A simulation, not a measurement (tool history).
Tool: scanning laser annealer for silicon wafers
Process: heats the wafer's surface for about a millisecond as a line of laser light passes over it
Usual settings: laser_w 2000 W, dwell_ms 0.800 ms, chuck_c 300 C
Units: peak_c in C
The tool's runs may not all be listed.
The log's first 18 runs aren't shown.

Run 19, day 13.183: usual settings. Result: peak_c 1090 C.
Run 20, day 13.700: usual settings. Result: peak_c 1088 C.
Run 21, day 14.462: usual settings. Result: peak_c 1085 C.
Run 22, day 15.250: usual settings but chuck_c 277 C. Result: peak_c 1063 C.
Run 23, day 15.842: usual settings but laser_w 1791 W, dwell_ms 0.868 ms. Result: peak_c 1028 C.
Run 24, day 16.496: usual settings but laser_w 1934 W, dwell_ms 0.868 ms, chuck_c 324 C. Result: peak_c 1112 C.
Run 25, day 17.271: usual settings but laser_w 1934 W, dwell_ms 0.868 ms, chuck_c 324 C. Result: peak_c 1115 C.
Run 26, day 18.075: usual settings but laser_w 1934 W, dwell_ms 0.868 ms, chuck_c 324 C. Result: peak_c 1112 C.
Run 27, day 18.725: usual settings but laser_w 2136 W, dwell_ms 0.658 ms, chuck_c 306 C. Result: peak_c 1071 C.
Run 28, day 19.542: usual settings but laser_w 1936 W, dwell_ms 0.663 ms, chuck_c 328 C. Result: peak_c 1014 C.
Run 29, day 20.346: usual settings but laser_w 1903 W, dwell_ms 0.663 ms, chuck_c 302 C. Result: peak_c 979 C.
At day 20.642: window over the wafer cleaned.
Run 30, day 21.054: usual settings but laser_w 1742 W. Result: peak_c 998 C.
Run 31, day 21.792: usual settings but dwell_ms 0.712 ms. Result: peak_c 1063 C.
Run 32, day 22.246: usual settings but chuck_c 321 C. Result: peak_c 1131 C.
Run 33, day 23.058: usual settings but laser_w 1761 W, chuck_c 312 C. Result: peak_c 1015 C.
Run 34, day 23.667: usual settings but laser_w 1962 W, chuck_c 335 C. Result: peak_c 1124 C.
Run 35, day 24.542: usual settings but laser_w 2192 W, dwell_ms 0.945 ms, chuck_c 274 C. Result: peak_c 1233 C.
Run 36, day 25.021: usual settings but laser_w 2104 W, dwell_ms 0.591 ms, chuck_c 338 C. Result: peak_c 1070 C.
Run 37, day 25.767: usual settings but laser_w 2104 W, dwell_ms 0.591 ms, chuck_c 338 C. Result: peak_c 1071 C.
Run 38, day 26.638: usual settings but laser_w 2104 W, dwell_ms 0.591 ms, chuck_c 338 C. Result: peak_c 1071 C.
Run 39, day 27.625: usual settings but laser_w 1731 W, dwell_ms 0.743 ms, chuck_c 291 C. Result: peak_c 951 C.
Run 40, day 28.538: usual settings but laser_w 1734 W, dwell_ms 0.743 ms, chuck_c 264 C. Result: peak_c 929 C.
Run 41, day 29.175: usual settings but laser_w 1759 W, chuck_c 306 C. Result: peak_c 1002 C.
Run 42, day 29.638: usual settings but laser_w 1827 W, chuck_c 330 C. Result: peak_c 1053 C.

Forecast each of these 3 alternatives for the next run:
Run A, day 30.446: usual settings but laser_w 1827 W, dwell_ms 0.612 ms, chuck_c 330 C. Result: peak_c ?.
Run B, day 30.446: usual settings but laser_w 2145 W, chuck_c 287 C. Result: peak_c ?.
Run C, day 30.446: usual settings but laser_w 1982 W, dwell_ms 0.821 ms. Result: peak_c ?.

run  peak_c
  A     965
  B    1141
  C    1100
Without the tool's hidden state the same runs would have given:
run  peak_c
  A     980
  B    1161
  C    1119
